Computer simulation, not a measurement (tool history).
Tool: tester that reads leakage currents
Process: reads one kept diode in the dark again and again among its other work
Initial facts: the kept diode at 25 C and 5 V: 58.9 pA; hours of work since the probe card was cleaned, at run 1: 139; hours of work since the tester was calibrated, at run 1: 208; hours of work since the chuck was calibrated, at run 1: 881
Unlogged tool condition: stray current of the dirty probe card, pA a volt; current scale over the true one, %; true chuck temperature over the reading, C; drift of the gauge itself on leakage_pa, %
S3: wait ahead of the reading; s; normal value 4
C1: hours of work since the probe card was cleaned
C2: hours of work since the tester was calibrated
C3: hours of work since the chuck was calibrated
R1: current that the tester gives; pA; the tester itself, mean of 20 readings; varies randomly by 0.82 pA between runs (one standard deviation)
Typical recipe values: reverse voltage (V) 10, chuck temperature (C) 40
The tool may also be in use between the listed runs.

{"run": 1, "day": 0.0, "reverse voltage (V)": 10, "chuck temperature (C)": 40, "S3": 4, "C1": 139, "C2": 208, "C3": 881, "R1": 297.87}
{"run": 2, "day": 1.338, "reverse voltage (V)": 10, "chuck temperature (C)": 40, "S3": 4, "C1": 154, "C2": 223, "C3": 895, "R1": 297.25}
{"run": 3, "day": 2.333, "reverse voltage (V)": 10, "chuck temperature (C)": 40, "S3": 4, "C1": 165, "C2": 234, "C3": 906, "R1": 298.09}
{"run": 4, "day": 4.017, "reverse voltage (V)": 4.2, "chuck temperature (C)": 40, "S3": 4, "C1": 183, "C2": 252, "C3": 925, "R1": 187.61}
{"run": 5, "day": 5.392, "reverse voltage (V)": 4.2, "chuck temperature (C)": 40, "S3": 4, "C1": 199, "C2": 268, "C3": 940, "R1": 188.02}
{"run": 6, "day": 7.217, "reverse voltage (V)": 8.8, "chuck temperature (C)": 40, "S3": 4, "C1": 219, "C2": 288, "C3": 960, "R1": 281.38}
{"run": 7, "day": 8.342, "reverse voltage (V)": 18, "chuck temperature (C)": 40, "S3": 4, "C1": 231, "C2": 300, "C3": 973, "R1": 411.5}
{"run": 8, "day": 10.088, "reverse voltage (V)": 18, "chuck temperature (C)": 40, "S3": 4, "C1": 250, "C2": 319, "C3": 992, "R1": 416.38}
{"run": 9, "day": 11.388, "reverse voltage (V)": 18, "chuck temperature (C)": 40, "S3": 4, "C1": 265, "C2": 334, "C3": 1006, "R1": 413.92}
{"run": 10, "day": 12.812, "reverse voltage (V)": 18, "chuck temperature (C)": 40, "S3": 4, "C1": 281, "C2": 350, "C3": 1022, "R1": 418.06}
{"run": 11, "day": 14.25, "reverse voltage (V)": 18, "chuck temperature (C)": 40, "S3": 4, "C1": 296, "C2": 365, "C3": 1038, "R1": 415.86}
{"run": 12, "day": 15.229, "reverse voltage (V)": 10, "chuck temperature (C)": 40, "S3": 4, "C1": 307, "C2": 376, "C3": 1049, "R1": 304.76}
{"run": 13, "day": 16.246, "reverse voltage (V)": 10, "chuck temperature (C)": 40, "S3": 3.46, "C1": 318, "C2": 387, "C3": 1060, "R1": 304.48}
{"run": 14, "day": 17.979, "reverse voltage (V)": 10, "chuck temperature (C)": 40, "S3": 3.46, "C1": 338, "C2": 407, "C3": 1079, "R1": 305.45}
{"run": 15, "day": 19.162, "reverse voltage (V)": 10, "chuck temperature (C)": 40, "S3": 2.12, "C1": 351, "C2": 420, "C3": 1092, "R1": 306.16}
{"run": 16, "day": 20.229, "reverse voltage (V)": 10, "chuck temperature (C)": 40, "S3": 2.12, "C1": 362, "C2": 431, "C3": 1104, "R1": 308.11}
{"run": 17, "day": 21.825, "reverse voltage (V)": 10, "chuck temperature (C)": 40, "S3": 2.12, "C1": 380, "C2": 449, "C3": 1122, "R1": 310.34}
{"run": 18, "day": 22.65, "reverse voltage (V)": 10, "chuck temperature (C)": 40, "S3": 2.12, "C1": 389, "C2": 458, "C3": 1131, "R1": 310.16}
{"run": 19, "day": 24.546, "reverse voltage (V)": 1.8, "chuck temperature (C)": 40, "S3": 4, "C1": 410, "C2": 479, "C3": 1152, "R1": 122.89}
{"run": 20, "day": 26.429, "reverse voltage (V)": 1.8, "chuck temperature (C)": 40, "S3": 4, "C1": 431, "C2": 500, "C3": 1172, "R1": 123.59}
{"day": 27.167, "done": "chuck's temperature calibrated"}
{"run": 21, "day": 27.371, "reverse voltage (V)": 10, "chuck temperature (C)": 40, "S3": 3.85, "C1": 440, "C2": 509, "C3": 2, "R1": 275.81}
{"run": 22, "day": 29.321, "reverse voltage (V)": 10, "chuck temperature (C)": 40, "S3": 3.85, "C1": 462, "C2": 531, "C3": 24, "R1": 279.16}
{"run": 23, "day": 30.133, "reverse voltage (V)": 10, "chuck temperature (C)": 32, "S3": 4.97, "C1": 471, "C2": 540, "C3": 33, "R1": 155.43}
{"run": 24, "day": 31.858, "reverse voltage (V)": 10, "chuck temperature (C)": 50, "S3": 4, "C1": 490, "C2": 559, "C3": 52, "R1": 561.44}
{"run": 25, "day": 32.712, "reverse voltage (V)": 1.6, "chuck temperature (C)": 33, "S3": 4, "C1": 499, "C2": 568, "C3": 61, "R1": 61.99}
{"run": 26, "day": 34.562, "reverse voltage (V)": 5.1, "chuck temperature (C)": 40, "S3": 0.87, "C1": 520, "C2": 589, "C3": 82, "R1": 196.34}
{"run": 27, "day": 35.762, "reverse voltage (V)": 5.1, "chuck temperature (C)": 40, "S3": 0.87, "C1": 533, "C2": 602, "C3": 95, "R1": 195.62}
{"run": 28, "day": 37.738, "reverse voltage (V)": 10, "chuck temperature (C)": 44, "S3": 9.74, "C1": 555, "C2": 624, "C3": 117, "R1": 374.8}
{"run": 29, "day": 38.871, "reverse voltage (V)": 10, "chuck temperature (C)": 44, "S3": 9.74, "C1": 567, "C2": 636, "C3": 129, "R1": 375.49}
{"run": 30, "day": 39.804, "reverse voltage (V)": 10, "chuck temperature (C)": 21, "S3": 9.74, "C1": 578, "C2": 647, "C3": 140, "R1": 71.28}
{"run": 31, "day": 40.65, "reverse voltage (V)": 10, "chuck temperature (C)": 21, "S3": 9.74, "C1": 587, "C2": 656, "C3": 149, "R1": 71.2}
{"run": 32, "day": 42.008, "reverse voltage (V)": 1, "chuck temperature (C)": 40, "S3": 5.22, "C1": 602, "C2": 671, "C3": 164, "R1": 81.52}
{"run": 33, "day": 43.838, "reverse voltage (V)": 2.9, "chuck temperature (C)": 33, "S3": 8.78, "C1": 622, "C2": 691, "C3": 184, "R1": 86.92}
{"run": 34, "day": 45.083, "reverse voltage (V)": 3.1, "chuck temperature (C)": 22, "S3": 8.02, "C1": 636, "C2": 705, "C3": 198, "R1": 39.48}
{"run": 35, "day": 46.179, "reverse voltage (V)": 3.1, "chuck temperature (C)": 22, "S3": 8.02, "C1": 648, "C2": 717, "C3": 210, "R1": 39.67}
{"run": 36, "day": 47.971, "reverse voltage (V)": 1.2, "chuck temperature (C)": 40, "S3": 4, "C1": 668, "C2": 737, "C3": 230, "R1": 90.64}
{"run": 37, "day": 49.833, "reverse voltage (V)": 1.1, "chuck temperature (C)": 25, "S3": 1.03, "C1": 688, "C2": 757, "C3": 250, "R1": 28.44}
{"run": 38, "day": 50.683, "reverse voltage (V)": 1.1, "chuck temperature (C)": 25, "S3": 1.03, "C1": 698, "C2": 767, "C3": 260, "R1": 28.45}
{"run": 39, "day": 52.425, "reverse voltage (V)": 10, "chuck temperature (C)": 40, "S3": 0.41, "C1": 717, "C2": 786, "C3": 279, "R1": 295.41}

4 options for the next run, each taken on its own from the tool as it stands now. Forecast them:
{"run": "A", "day": 53.242, "reverse voltage (V)": 10, "chuck temperature (C)": 27, "S3": 0.41, "C1": 726, "C2": 795, "C3": 288, "R1": "?"}
{"run": "B", "day": 53.242, "reverse voltage (V)": 12.8, "chuck temperature (C)": 40, "S3": 6.22, "C1": 726, "C2": 795, "C3": 288, "R1": "?"}
{"run": "C", "day": 53.242, "reverse voltage (V)": 10.3, "chuck temperature (C)": 24, "S3": 0.97, "C1": 726, "C2": 795, "C3": 288, "R1": "?"}
{"run": "D", "day": 53.242, "reverse voltage (V)": 10, "chuck temperature (C)": 46, "S3": 0.6, "C1": 726, "C2": 795, "C3": 288, "R1": "?"}

run=A R1=120.48
run=B R1=329.95
run=C R1=96.54
run=D R1=445.11
Without the tool's hidden state the same runs would have given:
run=A R1=106.43
run=B R1=308
run=C R1=82.6
run=D R1=423.93

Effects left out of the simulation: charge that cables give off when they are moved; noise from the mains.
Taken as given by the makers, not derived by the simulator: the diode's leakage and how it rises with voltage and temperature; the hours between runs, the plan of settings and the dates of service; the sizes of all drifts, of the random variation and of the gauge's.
